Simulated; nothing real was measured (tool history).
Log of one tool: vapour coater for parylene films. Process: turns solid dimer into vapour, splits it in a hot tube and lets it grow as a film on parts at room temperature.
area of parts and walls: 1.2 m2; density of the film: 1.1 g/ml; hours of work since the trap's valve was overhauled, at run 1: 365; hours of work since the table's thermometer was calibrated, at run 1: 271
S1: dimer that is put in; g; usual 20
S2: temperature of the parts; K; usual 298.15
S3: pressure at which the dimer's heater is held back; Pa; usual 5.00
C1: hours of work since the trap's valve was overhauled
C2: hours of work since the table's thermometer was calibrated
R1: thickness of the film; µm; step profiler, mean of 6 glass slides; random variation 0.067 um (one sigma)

run,hour,S1,S2,S3,C1,C2,R1
1,0.0,20,298.15,5.00,365,271,7.37
2,41.8,20,308.15,5.00,385,291,6.05
3,73.8,20,308.15,5.00,401,306,6.15
4,108.2,21,298.15,5.00,418,323,7.69
5,140.7,10,298.15,5.00,433,339,3.58
# hour 155.5: trap's valve overhauled
6,175.2,20,298.15,5.00,10,353,7.95
7,219.4,20,298.15,5.00,31,375,7.79
8,285.8,20,298.15,5.00,63,407,7.80
9,347.4,20,298.15,5.00,93,437,7.73
10,390.0,20,298.15,5.00,113,457,7.87
11,450.5,20,298.15,5.00,143,486,7.78
12,487.6,20,298.15,5.00,160,504,7.71
13,554.9,20,298.15,5.00,193,537,7.57
14,589.0,13,298.15,7.05,210,553,4.59
15,626.2,13,297.15,2.48,227,571,5.88
16,660.1,10,303.15,10.98,244,588,2.89
17,697.5,10,303.15,10.98,262,606,2.84
18,759.5,13,303.15,10.98,292,636,3.71
19,817.3,13,303.15,3.29,320,664,4.88
20,871.5,13,303.15,3.29,346,690,4.88
21,906.7,11,298.15,11.88,363,707,3.30
22,949.5,14,300.15,4.69,384,728,4.99
23,998.3,14,300.15,4.69,407,751,4.90
# hour 1066.6: trap's valve overhauled
24,1066.6,22,300.15,4.69,0,782,8.67
25,1131.3,22,306.15,2.66,31,813,8.79
26,1169.0,32,299.15,6.10,49,832,11.84

Hidden state or all else? Some run-to-run changes of R1, split into what the settings, what came in and random variation would give without the hidden state, and what is left for the hidden state (with any gauge scatter that isn't in both results):
The hidden state here: vapour lost through the trap's worn valve, %; true temperature of the parts over the reading, C; drift of the gauge itself on film_um, %.
Run 4 -> 5: S1 21 -> 10. R1 -4.11 µm: hidden state +0.37, all else -4.48.
Run 5 -> 6: S1 10 -> 20, trap's valve overhauled. R1 +4.37 µm: hidden state +0.33, all else +4.04.
Run 23 -> 24: S1 14 -> 22, trap's valve overhauled. R1 +3.77 µm: hidden state +0.52, all else +3.25.
